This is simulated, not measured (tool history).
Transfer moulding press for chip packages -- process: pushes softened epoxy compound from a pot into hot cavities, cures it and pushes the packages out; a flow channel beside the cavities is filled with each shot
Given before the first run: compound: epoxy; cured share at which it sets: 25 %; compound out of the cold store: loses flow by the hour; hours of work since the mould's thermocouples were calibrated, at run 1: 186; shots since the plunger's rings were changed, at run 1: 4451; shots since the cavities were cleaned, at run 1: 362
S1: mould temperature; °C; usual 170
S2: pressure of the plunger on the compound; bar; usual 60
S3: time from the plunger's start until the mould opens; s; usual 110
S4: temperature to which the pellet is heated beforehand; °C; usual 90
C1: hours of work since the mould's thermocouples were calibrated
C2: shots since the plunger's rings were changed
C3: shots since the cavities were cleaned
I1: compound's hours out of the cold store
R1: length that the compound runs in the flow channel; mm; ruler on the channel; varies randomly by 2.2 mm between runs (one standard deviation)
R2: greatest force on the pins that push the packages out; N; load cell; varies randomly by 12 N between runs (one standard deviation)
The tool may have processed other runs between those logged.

run	hour	S1	S2	S3	S4	C1	C2	C3	I1	R1	R2
1	0	170	60	110	90	186	4451	362	29.4	922	695
2	10.9	170	60	110	90	191	4541	452	45.7	850	705
3	24.1	170	60	110	90	197	4651	562	22	947	791
# hour 28: cavities cleaned with cleaning compound and waxed
4	34.7	170	60	110	90	201	4726	55	42.3	858	605
5	49.7	170	60	110	90	208	4851	180	30.3	914	663
6	64.6	170	60	110	90	215	4975	304	39.9	868	682
7	79.1	170	60	110	90	221	5095	424	18.6	968	760
8	94.5	170	60	110	90	228	5223	552	14.2	987	830
# hour 99.4: cavities cleaned with cleaning compound and waxed
9	112.1	170	60	110	81	236	5357	105	39.4	869	623
# hour 118.1: plunger's sealing rings changed
10	125.7	170	60	110	81	241	63	197	23.9	976	698
11	135.5	170	60	110	81	245	144	278	31.3	938	676
12	149.5	170	60	110	81	252	260	394	22.1	982	720
13	162.8	170	60	110	90	258	371	505	34.6	919	763
# hour 174.5: cavities cleaned with cleaning compound and waxed
14	174.5	170	60	110	90	263	456	0	32.2	932	580
15	183.9	174	53.6	110	90	267	534	78	42.7	822	506
16	196.2	170	60	110	90	273	636	180	45.6	872	626
17	204.6	170	60	110	90	277	706	250	37	909	681
18	214	170	60	110	90	281	784	328	33.9	920	726
# hour 217.2: mould's thermocouples calibrated
19	232.2	170	60	110	90	7	919	463	41.3	891	743
# hour 247.8: cavities cleaned with cleaning compound and waxed
20	247.8	170	60	110	90	13	1036	0	10.5	1035	608
21	263.6	164	63.2	131	96	21	1167	131	35	964	707
# hour 266.3: mould's thermocouples calibrated, once more
22	277	168	46.6	97	96	5	1261	225	42.8	778	910
23	293.4	168	46.6	97	96	12	1398	362	15.6	895	1096
24	300.6	168	45.8	138	94	16	1457	421	44.5	764	591
25	314.2	168	45.8	138	94	22	1571	535	46.8	754	640
# hour 321.8: cavities cleaned with cleaning compound and waxed
26	324.6	175	60	110	90	26	1645	24	13.2	997	453
27	333.6	175	60	117	90	30	1719	98	41.4	867	461

Alternative continuations, all from the tool just after run 27; predict every row:
A	347.3	175	65.3	126	90	37	1833	212	45.2	?	?
B	347.3	170	60	112	86	37	1833	212	39.5	?	?
C	347.3	175	60	102	90	37	1833	212	39.6	?	?
D	347.3	170	60	90	90	37	1833	212	22.1	?	?
E	347.3	165	60	117	90	37	1833	212	27.9	?	?

run	R1	R2
A	885	516
B	889	622
C	872	561
D	967	971
E	962	825
What these runs would have given with no unlogged condition in the tool:
run	R1	R2
A	897	435
B	901	528
C	885	476
D	981	827
E	975	703
